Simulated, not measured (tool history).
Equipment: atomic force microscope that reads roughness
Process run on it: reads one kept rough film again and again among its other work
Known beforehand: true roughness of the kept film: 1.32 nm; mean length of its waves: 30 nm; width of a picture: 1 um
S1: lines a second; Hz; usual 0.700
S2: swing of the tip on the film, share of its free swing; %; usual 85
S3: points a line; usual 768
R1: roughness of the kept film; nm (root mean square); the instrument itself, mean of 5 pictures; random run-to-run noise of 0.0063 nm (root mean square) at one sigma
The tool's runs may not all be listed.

Run 1, hour 0.0: usual settings. Result: R1 1.185 nm (root mean square).
Run 2, hour 27.1: usual settings. Result: R1 1.166 nm (root mean square).
Run 3, hour 54.7: usual settings. Result: R1 1.150 nm (root mean square).
Run 4, hour 78.9: usual settings. Result: R1 1.134 nm (root mean square).
Run 5, hour 99.0: usual settings but S1 0.826 Hz. Result: R1 1.113 nm (root mean square).
Run 6, hour 118.4: usual settings but S1 0.826 Hz, S3 450. Result: R1 1.104 nm (root mean square).
At hour 144.5: new tip fitted.
Run 7, hour 152.2: usual settings but S3 760. Result: R1 1.224 nm (root mean square).
Run 8, hour 178.3: usual settings but S3 760. Result: R1 1.200 nm (root mean square).
Run 9, hour 201.4: usual settings but S3 760. Result: R1 1.180 nm (root mean square).
Run 10, hour 220.9: usual settings but S3 760. Result: R1 1.180 nm (root mean square).
Run 11, hour 242.8: usual settings. Result: R1 1.171 nm (root mean square).
Run 12, hour 265.4: usual settings. Result: R1 1.161 nm (root mean square).
Run 13, hour 281.8: usual settings. Result: R1 1.141 nm (root mean square).
Run 14, hour 306.0: usual settings. Result: R1 1.123 nm (root mean square).
Run 15, hour 332.0: usual settings. Result: R1 1.108 nm (root mean square).
Run 16, hour 365.5: usual settings. Result: R1 1.085 nm (root mean square).
At hour 371.3: new tip fitted.
Run 17, hour 388.0: usual settings. Result: R1 1.214 nm (root mean square).
Run 18, hour 410.6: usual settings. Result: R1 1.212 nm (root mean square).
Run 19, hour 433.3: usual settings but S3 502. Result: R1 1.191 nm (root mean square).
Run 20, hour 464.7: usual settings but S1 0.818 Hz, S2 69 %, S3 852. Result: R1 1.189 nm (root mean square).
Run 21, hour 494.0: usual settings but S2 71 %, S3 683. Result: R1 1.168 nm (root mean square).
Run 22, hour 526.0: usual settings but S2 63 %. Result: R1 1.163 nm (root mean square).
Run 23, hour 542.2: usual settings but S2 57 %, S3 377. Result: R1 1.139 nm (root mean square).
Run 24, hour 559.6: usual settings but S2 57 %, S3 377. Result: R1 1.134 nm (root mean square).
At hour 577.3: height scale calibrated on a step standard.
Run 25, hour 593.1: usual settings but S2 84 %, S3 455. Result: R1 1.068 nm (root mean square).
At hour 601.3: new tip fitted.
Run 26, hour 618.5: usual settings but S1 1.057 Hz. Result: R1 1.180 nm (root mean square).
Run 27, hour 644.4: usual settings but S1 1.526 Hz, S2 78 %. Result: R1 1.156 nm (root mean square).
Run 28, hour 667.8: usual settings but S1 1.967 Hz, S2 84 %, S3 497. Result: R1 1.102 nm (root mean square).
Run 29, hour 691.3: usual settings but S2 73 %, S3 665. Result: R1 1.168 nm (root mean square).
Run 30, hour 714.6: usual settings but S1 0.606 Hz, S2 80 %. Result: R1 1.137 nm (root mean square).
Run 31, hour 739.6: usual settings but S1 0.606 Hz, S2 80 %. Result: R1 1.130 nm (root mean square).
Run 32, hour 754.5: usual settings but S1 1.657 Hz, S2 82 %, S3 808. Result: R1 1.075 nm (root mean square).
Run 33, hour 786.2: usual settings but S1 1.657 Hz, S2 82 %, S3 808. Result: R1 1.057 nm (root mean square).
Run 34, hour 807.0: usual settings but S1 3.071 Hz, S3 375. Result: R1 0.977 nm (root mean square).
At hour 830.2: new tip fitted.
Run 35, hour 833.4: usual settings but S1 0.792 Hz, S2 55 %, S3 985. Result: R1 1.230 nm (root mean square).
Run 36, hour 863.6: usual settings but S2 83 %. Result: R1 1.192 nm (root mean square).
Run 37, hour 881.0: usual settings but S2 81 %, S3 819. Result: R1 1.193 nm (root mean square).
Run 38, hour 913.8: usual settings but S2 81 %, S3 819. Result: R1 1.162 nm (root mean square).

Here are 3 independent what-if runs from the current tool condition. What would each one return?
Run A, hour 941.3: usual settings but S1 1.179 Hz, S2 62 %, S3 382. Result: R1 ?.
Run B, hour 941.3: usual settings but S1 1.737 Hz, S2 65 %, S3 558. Result: R1 ?.
Run C, hour 941.3: usual settings but S2 61 %, S3 819. Result: R1 ?.

run     R1
  A  1.149
  B  1.147
  C  1.174
Take away the tool's hidden state, keep each run's random variation, and the runs would have read:
run     R1
  A  1.216
  B  1.214
  C  1.243
